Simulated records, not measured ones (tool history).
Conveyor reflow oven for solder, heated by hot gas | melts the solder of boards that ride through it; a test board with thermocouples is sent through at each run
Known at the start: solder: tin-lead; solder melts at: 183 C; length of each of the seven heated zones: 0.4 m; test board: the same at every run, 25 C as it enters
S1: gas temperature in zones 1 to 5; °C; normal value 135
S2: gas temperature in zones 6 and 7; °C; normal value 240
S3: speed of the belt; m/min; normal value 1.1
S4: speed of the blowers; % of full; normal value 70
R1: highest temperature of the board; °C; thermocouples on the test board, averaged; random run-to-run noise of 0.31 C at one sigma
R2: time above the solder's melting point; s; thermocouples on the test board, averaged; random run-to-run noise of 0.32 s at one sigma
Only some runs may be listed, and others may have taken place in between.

run,hour,S1,S2,S3,S4,R1,R2
1,0,135,240,1.1,70,220.5,33.4
2,54.9,135,240,1.1,70,220.7,33.3
3,121.4,135,240,1.1,71,220.2,33.9
# hour 187.2: thermocouples of zones 6 and 7 changed
4,201.9,135,240,1.1,62,218.4,32.4
# hour 235.5: flux residue cleaned out of gas plates and filters
5,290.4,149,240,1.1,62,221.9,37.3
6,338.2,149,240,1.1,62,221.7,36.9
7,418.6,123,240,1.1,62,216.8,29.4
8,473.8,123,240,1.1,62,216.6,30.2
# hour 532.3: flux residue cleaned out of gas plates and filters
9,541.5,123,240,1.1,62,216.9,30.2
10,578.4,123,240,1.1,62,217,29.9
11,621.7,135,240,1.1,70,220.8,33.9
12,700.9,120,240,1.1,70,218.7,29.9
13,739.7,120,240,1.1,70,218.2,30.1
14,821.8,135,240,1.1,70,221.3,33.6
# hour 833.3: flux residue cleaned out of gas plates and filters
15,868.6,135,240,1.1,74,222.2,34.9
16,947.1,127,247,1.25,74,222,28.9
17,1026.7,127,247,1.25,74,222.2,28.8
18,1065.1,127,247,1.25,74,221.4,29.3
19,1105,141,230,1.25,74,210.8,26.6
# hour 1131.6: flux residue cleaned out of gas plates and filters
20,1147.8,135,240,1.1,56,219.2,33.6
# hour 1178.5: thermocouples of zones 6 and 7 changed
21,1211.9,122,234,1.19,55,207.2,22.2
22,1260.8,135,240,1.18,70,218.6,30.9
23,1326.7,145,248,1.16,67,227.3,37.5
24,1390.9,145,248,1.16,67,227.5,37.8
# hour 1434.3: flux residue cleaned out of gas plates and filters
25,1457,145,248,1.16,67,227.8,37.6
26,1499,145,248,1.16,67,228.5,37.7
27,1550.6,135,230,1.13,70,212.3,30.2
28,1601.1,126,242,1.26,57,212.6,24.2
29,1637.7,126,242,1.26,57,213,25.3

Each row is a separate what-if for the run after 29, all from the same tool condition, not one after another. Results?
A,1699.3,141,240,1.1,70,?,?
B,1699.3,135,240,1.1,53,?,?
C,1699.3,126,237,1.26,82,?,?
D,1699.3,126,242,1.26,87,?,?

run,R1,R2
A,222.5,36.6
B,217.6,32.6
C,214.1,26.2
D,219.4,28.1
Without the tool's unlogged condition, the same runs would have read:
run,R1,R2
A,221.1,34.6
B,215.9,30.5
C,212.7,24.5
D,218,26.4
